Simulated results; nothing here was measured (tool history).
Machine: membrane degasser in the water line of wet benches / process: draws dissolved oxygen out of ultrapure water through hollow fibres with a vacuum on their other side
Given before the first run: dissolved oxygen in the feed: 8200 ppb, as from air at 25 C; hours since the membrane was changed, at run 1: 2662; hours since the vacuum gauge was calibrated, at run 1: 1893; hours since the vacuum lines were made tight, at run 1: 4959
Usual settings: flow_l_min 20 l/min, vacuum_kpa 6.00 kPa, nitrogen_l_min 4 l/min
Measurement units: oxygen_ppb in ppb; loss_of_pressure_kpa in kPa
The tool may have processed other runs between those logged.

run    hour  flow_l_min  vacuum_kpa  nitrogen_l_min  hours since the membrane was changed  hours since the vacuum gauge was calibrated  hours since the vacuum lines were made tight  oxygen_ppb  loss_of_pressure_kpa
  1     0.0          20        6.00               4                                  2662                                         1893                                          4959       116.3                 37.47
  2   189.2          20        6.00               4                                  2851                                         2082                                          5148       117.2                 37.41
  3   411.5          20        6.00               4                                  3073                                         2305                                          5371       117.0                 37.41
  4   622.8          20        6.00               4                                  3284                                         2516                                          5582       120.1                 37.36
  5   815.9          20        6.00               4                                  3477                                         2709                                          5775       120.1                 37.60
  6  1007.1          21        6.00               4                                  3669                                         2900                                          5966       131.7                 39.29

Predict the results of run 7:
     1026.5  -- vacuum gauge calibrated
  7  1167.2          20        4.01               4                                  3828                                          141                                          6126           ?                     ?

{"run 7": {"oxygen_ppb": 95.1, "loss_of_pressure_kpa": 37.49}}
With no hidden state in the tool, this same run would have given oxygen_ppb 88.6 ppb, loss_of_pressure_kpa 36.92 kPa.
